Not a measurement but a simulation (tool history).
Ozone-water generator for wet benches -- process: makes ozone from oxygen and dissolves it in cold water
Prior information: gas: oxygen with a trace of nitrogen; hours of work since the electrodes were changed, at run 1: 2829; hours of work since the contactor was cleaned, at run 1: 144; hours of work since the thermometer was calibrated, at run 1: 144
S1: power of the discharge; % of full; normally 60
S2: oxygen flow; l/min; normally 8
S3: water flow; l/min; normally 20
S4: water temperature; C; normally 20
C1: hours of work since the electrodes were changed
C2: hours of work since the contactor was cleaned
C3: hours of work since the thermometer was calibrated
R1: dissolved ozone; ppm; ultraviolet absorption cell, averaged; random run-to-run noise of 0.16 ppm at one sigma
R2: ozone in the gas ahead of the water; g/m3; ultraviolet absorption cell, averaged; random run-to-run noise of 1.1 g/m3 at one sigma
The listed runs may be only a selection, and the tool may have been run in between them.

run	day	S1	S2	S3	S4	C1	C2	C3	R1	R2
1	0	60	8	20	20	2829	144	144	20.9	182.4
2	6.729	60	12.4	20	20	2970	286	286	18.8	138.1
3	11.771	60	12.4	20	20	3076	391	391	18.7	138
4	18.458	60	8	20	20	3216	532	532	20.5	184.8
5	25.479	60	8	20	20	3363	679	679	20.8	181.3
6	31.975	60	8	20	20	3499	815	815	20.6	181.5
7	38.888	60	8	20	20	3644	960	960	20.6	182.4
8	44.617	60	8	20	20	3764	1080	1080	20.6	179.8
9	49.071	60	8	20	15	3858	1173	1173	22.6	181.7
10	54.521	60	8	20	20	3972	1288	1288	20.5	181.6
# day 55.067: water thermometer calibrated
11	60.108	60	8	20	20	4089	1404	106	20.3	179.8
12	64.321	60	8	28	20	4177	1493	194	16.3	180.8
13	69.571	60	8	20	20	4287	1603	304	20.3	182
14	73.296	60	8	20	20	4365	1681	382	20.4	176.8
15	77.379	60	8	20	20	4451	1766	468	20.4	178.8
16	80.388	60	8	20	20	4514	1830	531	20.3	180.3
# day 85.408: water thermometer calibrated, once more
17	87.729	60	8.39	21	20	4668	1983	49	19.5	173.8
18	92.4	42	10.2	21	21	4765	2081	147	14.1	116.4
19	98.454	42	10.2	21	21	4892	2208	274	13.7	116.1
20	103.767	55	10.2	13	21	5004	2319	385	21.7	143.7
21	106.821	94	8	20	20	5068	2383	449	28.5	252.3
22	110.479	65	11.03	23	17	5144	2460	526	19.6	156.6
23	115.525	65	11.03	17	17	5250	2566	631	23	154.4
24	119.358	60	8	32	20	5331	2646	712	14.4	176.8
25	123.85	60	8.22	15	13	5425	2740	806	27.3	174.2
26	130.288	86	8	17	20	5560	2875	941	28.8	233.8

Selected run-to-run steps in R1, each split into two signed amounts: the part the tool would show with no hidden state at all (from settings, incoming material and random variation), and the remainder, which goes to the hidden state together with any gauge scatter not common to the measured and the hidden-state-free results:
Hidden state at play: yield of the discharge, % of new electrodes'; contactor's efficiency, % of a clean one's; true water temperature over the reading, C; drift of the gauge itself on ozone_ppm, %; drift of the gauge itself on gas_g_m3, %.
Run 20 -> 21: S1 55 -> 94, S2 10.2 -> 8, S3 13 -> 20, S4 21 -> 20. R1 +6.8 ppm: hidden state -1.5, all else +8.3.
Run 21 -> 22: S1 94 -> 65, S2 8 -> 11.03, S3 20 -> 23, S4 20 -> 17. R1 -8.9 ppm: hidden state +1.3, all else -10.2.
Run 24 -> 25: S2 8 -> 8.22, S3 32 -> 15, S4 20 -> 13. R1 +12.9 ppm: hidden state -1.1, all else +14.
